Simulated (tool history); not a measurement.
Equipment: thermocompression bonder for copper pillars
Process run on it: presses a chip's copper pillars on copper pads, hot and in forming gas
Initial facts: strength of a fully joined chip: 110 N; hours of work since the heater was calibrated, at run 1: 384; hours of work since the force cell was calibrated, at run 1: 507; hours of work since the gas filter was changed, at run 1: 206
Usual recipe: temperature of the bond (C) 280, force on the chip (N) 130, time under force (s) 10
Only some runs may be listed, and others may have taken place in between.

| run | hour | temperature of the bond (C) | force on the chip (N) | time under force (s) | hours of work since the heater was calibrated | hours of work since the force cell was calibrated | hours of work since the gas filter was changed | force that shears a chip off (N) |
|---|---|---|---|---|---|---|---|---|
| 1 | 0.0 | 280 | 130 | 10 | 384 | 507 | 206 | 66.2 |
| 2 | 14.5 | 280 | 130 | 8 | 394 | 517 | 216 | 62.2 |
| 3 | 22.0 | 280 | 130 | 8 | 399 | 522 | 221 | 61.6 |
| 4 | 36.0 | 280 | 130 | 30 | 408 | 531 | 230 | 85.7 |
| 5 | 47.7 | 280 | 130 | 30 | 416 | 539 | 238 | 86.1 |
| 6 | 62.0 | 280 | 130 | 30 | 425 | 549 | 247 | 85.6 |
| 7 | 69.8 | 280 | 130 | 10 | 431 | 554 | 253 | 65.5 |
| 8 | 80.8 | 280 | 130 | 10 | 438 | 561 | 260 | 65.5 |
| 9 | 91.5 | 280 | 130 | 13 | 445 | 568 | 267 | 70.3 |
| 10 | 100.4 | 280 | 130 | 10 | 451 | 574 | 273 | 65.4 |
| 11 | 107.2 | 280 | 130 | 10 | 455 | 579 | 278 | 65.6 |
| 12 | 117.0 | 280 | 130 | 10 | 462 | 585 | 284 | 65.3 |
| 13 | 128.1 | 280 | 130 | 10 | 469 | 593 | 291 | 64.8 |
| 14 | 139.7 | 280 | 99 | 10 | 477 | 600 | 299 | 58.4 |
| 15 | 149.9 | 280 | 130 | 10 | 484 | 607 | 306 | 65.6 |
| 16 | 159.9 | 280 | 130 | 10 | 491 | 614 | 313 | 64.9 |
| 17 | 171.6 | 280 | 130 | 10 | 499 | 622 | 321 | 64.7 |
| 18 | 177.9 | 280 | 130 | 10 | 503 | 626 | 325 | 64.9 |
| 19 | 188.8 | 280 | 130 | 10 | 510 | 633 | 332 | 65.1 |
|  | 192.0 | heater calibrated with a thermocouple chip |
| 20 | 201.3 | 280 | 130 | 10 | 6 | 640 | 339 | 65.6 |
| 21 | 210.4 | 280 | 183 | 7 | 12 | 646 | 345 | 67.6 |
|  | 219.0 | heater calibrated with a thermocouple chip, once more |
| 22 | 226.6 | 280 | 111 | 12 | 5 | 656 | 355 | 62.5 |
| 23 | 235.3 | 308 | 96 | 25 | 11 | 662 | 360 | 84.1 |
| 24 | 247.7 | 308 | 96 | 25 | 19 | 670 | 369 | 84.2 |
| 25 | 256.8 | 308 | 96 | 16 | 25 | 676 | 375 | 76.0 |
| 26 | 265.5 | 308 | 96 | 16 | 31 | 682 | 381 | 76.3 |
| 27 | 275.0 | 308 | 96 | 16 | 37 | 688 | 387 | 76.2 |
| 28 | 289.6 | 279 | 191 | 10 | 47 | 698 | 397 | 71.9 |
| 29 | 302.0 | 308 | 191 | 8 | 55 | 706 | 405 | 80.4 |
| 30 | 315.5 | 291 | 82 | 16 | 64 | 715 | 414 | 64.5 |
| 31 | 322.0 | 291 | 118 | 16 | 69 | 719 | 418 | 74.1 |
| 32 | 335.8 | 280 | 151 | 10 | 78 | 729 | 427 | 66.0 |
| 33 | 341.9 | 280 | 151 | 10 | 82 | 733 | 432 | 66.1 |
| 34 | 353.9 | 280 | 151 | 10 | 90 | 741 | 440 | 66.1 |
| 35 | 368.3 | 280 | 151 | 10 | 100 | 750 | 449 | 66.5 |
| 36 | 380.5 | 280 | 85 | 10 | 108 | 759 | 457 | 51.3 |
|  | 391.5 | forming gas filter changed |
| 37 | 394.3 | 280 | 85 | 10 | 117 | 767 | 2 | 57.0 |
| 38 | 400.6 | 290 | 95 | 10 | 121 | 772 | 6 | 65.1 |
| 39 | 409.7 | 290 | 95 | 10 | 127 | 778 | 12 | 64.6 |
| 40 | 423.7 | 290 | 95 | 10 | 136 | 787 | 22 | 65.1 |

Forecast each of these 4 alternatives for the next run:
| A | 434.3 | 292 | 93 | 12 | 143 | 794 | 29 | ? |
| B | 434.3 | 251 | 130 | 10 | 143 | 794 | 29 | ? |
| C | 434.3 | 269 | 130 | 10 | 143 | 794 | 29 | ? |
| D | 434.3 | 263 | 95 | 10 | 143 | 794 | 29 | ? |

| run | force that shears a chip off (N) |
|---|---|
| A | 68.5 |
| B | 53.2 |
| C | 62.2 |
| D | 51.3 |
Had the tool no hidden state, the same runs would have come out as:
| run | force that shears a chip off (N) |
|---|---|
| A | 68.7 |
| B | 53.2 |
| C | 62.3 |
| D | 51.4 |

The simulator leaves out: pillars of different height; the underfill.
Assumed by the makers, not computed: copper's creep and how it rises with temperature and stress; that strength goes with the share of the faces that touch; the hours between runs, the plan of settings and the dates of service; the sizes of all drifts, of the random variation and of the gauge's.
